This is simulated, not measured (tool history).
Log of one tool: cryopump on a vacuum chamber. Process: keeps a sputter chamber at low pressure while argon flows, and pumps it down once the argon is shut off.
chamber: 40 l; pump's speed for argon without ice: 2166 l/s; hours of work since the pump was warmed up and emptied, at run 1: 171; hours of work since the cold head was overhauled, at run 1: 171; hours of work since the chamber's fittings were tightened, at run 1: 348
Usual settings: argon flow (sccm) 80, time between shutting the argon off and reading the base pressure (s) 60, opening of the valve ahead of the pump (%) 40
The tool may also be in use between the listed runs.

| run | hour | argon flow (sccm) | time between shutting the argon off and reading the base pressure (s) | opening of the valve ahead of the pump (%) | hours of work since the pump was warmed up and emptied | hours of work since the cold head was overhauled | hours of work since the chamber's fittings were tightened | pressure while argon flows (Pa) | pressure after the wait (uPa) |
|---|---|---|---|---|---|---|---|---|---|
| 1 | 0.0 | 80 | 60 | 40 | 171 | 171 | 348 | 0.1603 | 0.82 |
| 2 | 35.1 | 80 | 60 | 40 | 190 | 190 | 367 | 0.1605 | 0.81 |
| 3 | 60.2 | 80 | 60 | 40 | 203 | 203 | 380 | 0.1604 | 0.83 |
| 4 | 94.8 | 80 | 60 | 40 | 221 | 221 | 398 | 0.1624 | 0.85 |
| 5 | 129.2 | 80 | 60 | 40 | 239 | 239 | 416 | 0.1626 | 0.85 |
| 6 | 146.7 | 80 | 60 | 40 | 248 | 248 | 425 | 0.1615 | 0.83 |
| 7 | 173.8 | 80 | 60 | 40 | 262 | 262 | 440 | 0.1628 | 0.83 |
| 8 | 199.1 | 80 | 60 | 40 | 276 | 276 | 453 | 0.1637 | 0.84 |
| 9 | 234.1 | 80 | 183 | 40 | 294 | 294 | 471 | 0.1628 | 0.46 |
| 10 | 263.6 | 80 | 183 | 40 | 309 | 309 | 487 | 0.1637 | 0.41 |
| 11 | 288.9 | 80 | 183 | 40 | 323 | 323 | 500 | 0.1625 | 0.47 |
| 12 | 322.7 | 80 | 183 | 40 | 340 | 340 | 518 | 0.1654 | 0.47 |
| 13 | 351.5 | 90 | 183 | 40 | 355 | 355 | 533 | 0.1850 | 0.47 |
| 14 | 382.4 | 98 | 185 | 57 | 372 | 372 | 549 | 0.1434 | 0.48 |
| 15 | 416.7 | 124 | 60 | 48 | 390 | 390 | 567 | 0.2136 | 0.88 |
| 16 | 437.9 | 134 | 89 | 44 | 401 | 401 | 578 | 0.2544 | 0.69 |
| 17 | 471.3 | 134 | 89 | 44 | 418 | 418 | 595 | 0.2545 | 0.72 |
| 18 | 504.2 | 134 | 89 | 36 | 435 | 435 | 613 | 0.3084 | 0.68 |
| 19 | 529.7 | 49 | 269 | 40 | 449 | 449 | 626 | 0.1021 | 0.43 |
| 20 | 560.4 | 48 | 75 | 57 | 465 | 465 | 642 | 0.0720 | 0.73 |
| 21 | 576.4 | 48 | 75 | 38 | 473 | 473 | 651 | 0.1056 | 0.79 |
| 22 | 596.5 | 74 | 67 | 18 | 484 | 484 | 661 | 0.3310 | 0.83 |
| 23 | 632.0 | 123 | 274 | 26 | 502 | 502 | 680 | 0.3877 | 0.45 |
| 24 | 659.4 | 32 | 60 | 40 | 517 | 517 | 694 | 0.0685 | 0.95 |
| 25 | 679.5 | 152 | 60 | 47 | 527 | 527 | 705 | 0.2747 | 0.90 |

Forecast each of these 4 alternatives for the next run:
| A | 699.1 | 152 | 117 | 26 | 538 | 538 | 715 | ? | ? |
| B | 699.1 | 34 | 114 | 41 | 538 | 538 | 715 | ? | ? |
| C | 699.1 | 85 | 39 | 49 | 538 | 538 | 715 | ? | ? |
| D | 699.1 | 152 | 78 | 47 | 538 | 538 | 715 | ? | ? |

| run | pressure while argon flows (Pa) | pressure after the wait (uPa) |
|---|---|---|
| A | 0.4829 | 0.61 |
| B | 0.0702 | 0.60 |
| C | 0.1487 | 1.24 |
| D | 0.2753 | 0.78 |
Without the tool's hidden state the same runs would have given:
| run | pressure while argon flows (Pa) | pressure after the wait (uPa) |
|---|---|---|
| A | 0.4585 | 0.45 |
| B | 0.0649 | 0.43 |
| C | 0.1352 | 1.07 |
| D | 0.2512 | 0.62 |
